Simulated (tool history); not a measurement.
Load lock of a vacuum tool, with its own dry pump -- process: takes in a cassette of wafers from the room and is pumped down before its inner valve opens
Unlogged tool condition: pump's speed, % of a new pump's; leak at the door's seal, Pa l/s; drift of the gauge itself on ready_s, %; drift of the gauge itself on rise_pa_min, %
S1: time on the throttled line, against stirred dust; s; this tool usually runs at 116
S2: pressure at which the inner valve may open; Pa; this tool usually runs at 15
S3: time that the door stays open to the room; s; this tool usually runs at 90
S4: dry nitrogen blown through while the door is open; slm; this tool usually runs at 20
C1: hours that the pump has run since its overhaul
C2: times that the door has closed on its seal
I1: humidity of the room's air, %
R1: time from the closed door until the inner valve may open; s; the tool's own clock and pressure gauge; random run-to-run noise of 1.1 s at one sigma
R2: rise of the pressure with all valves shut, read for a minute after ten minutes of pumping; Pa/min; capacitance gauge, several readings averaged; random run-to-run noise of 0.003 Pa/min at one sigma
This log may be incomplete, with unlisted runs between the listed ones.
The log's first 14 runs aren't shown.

run	hour	S1	S2	S3	S4	C1	C2	I1	R1	R2
15	1122.6	116	15	90	8	5215	15578	43.9	224.0	0.086
16	1214.7	116	15	90	8	5308	15948	45.4	225.3	0.094
17	1310.7	116	15	90	8	5403	16333	44.8	224.9	0.099
18	1399.9	116	15	69	8	5493	16691	44.4	222.8	0.087
19	1481.5	116	28	25	36	5574	17018	43.4	214.9	0.056
20	1601.0	116	11	80	20	5694	17498	45.0	229.8	0.086
21	1695.7	116	11	80	20	5789	17878	44.6	228.3	0.082
22	1750.6	73	20	139	20	5843	18098	45.9	186.6	0.106
23	1817.3	203	23	133	10	5910	18366	47.5	286.8	0.115
24	1935.7	116	12	55	32	6028	18841	46.7	228.6	0.075

Predict the results of run 25:
25	2005.0	116	15	69	20	6098	19119	48.1	?	?

{"run 25": {"R1": 224.8, "R2": 0.088}}
With no hidden state in the tool, this same run would have given R1 216.0 s, R2 0.031 Pa/min.
